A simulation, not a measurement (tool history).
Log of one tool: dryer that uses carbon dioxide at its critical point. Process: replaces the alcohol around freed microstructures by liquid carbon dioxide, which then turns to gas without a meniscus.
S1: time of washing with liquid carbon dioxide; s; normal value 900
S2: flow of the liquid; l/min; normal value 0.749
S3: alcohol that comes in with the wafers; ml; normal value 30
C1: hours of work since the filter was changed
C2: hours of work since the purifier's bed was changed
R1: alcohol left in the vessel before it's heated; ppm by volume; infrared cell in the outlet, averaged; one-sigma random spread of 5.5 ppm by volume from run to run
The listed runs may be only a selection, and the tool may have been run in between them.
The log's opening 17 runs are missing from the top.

run,hour,S1,S2,S3,C1,C2,R1
18,151.3,900,0.749,30,50,192,196
19,158.3,900,0.749,89,53,195,505
20,166.6,900,0.749,89,56,198,516
21,178.8,900,1.004,30,61,203,75
22,186.2,900,1.004,39,63,205,85
23,194.5,900,0.512,30,67,209,709
24,206.2,900,0.607,30,71,213,428
25,215.9,900,0.749,81,75,217,490
26,227.3,900,0.749,81,79,221,485
27,232.3,720,0.749,28,81,223,416
28,241.6,1440,0.681,30,85,227,71
29,252.6,1440,0.681,111,89,231,130
30,263.8,900,0.785,26,93,235,171
31,275.5,900,0.785,26,98,240,178
32,283.9,600,0.913,115,101,243,1529

Expected results for the next run?
33,293.8,600,0.913,115,105,247,?

Run 33 produced R1 1602 ppm by volume.
On a tool with no hidden condition, and with the same random variation, this run would have come out at R1 1312 ppm by volume.

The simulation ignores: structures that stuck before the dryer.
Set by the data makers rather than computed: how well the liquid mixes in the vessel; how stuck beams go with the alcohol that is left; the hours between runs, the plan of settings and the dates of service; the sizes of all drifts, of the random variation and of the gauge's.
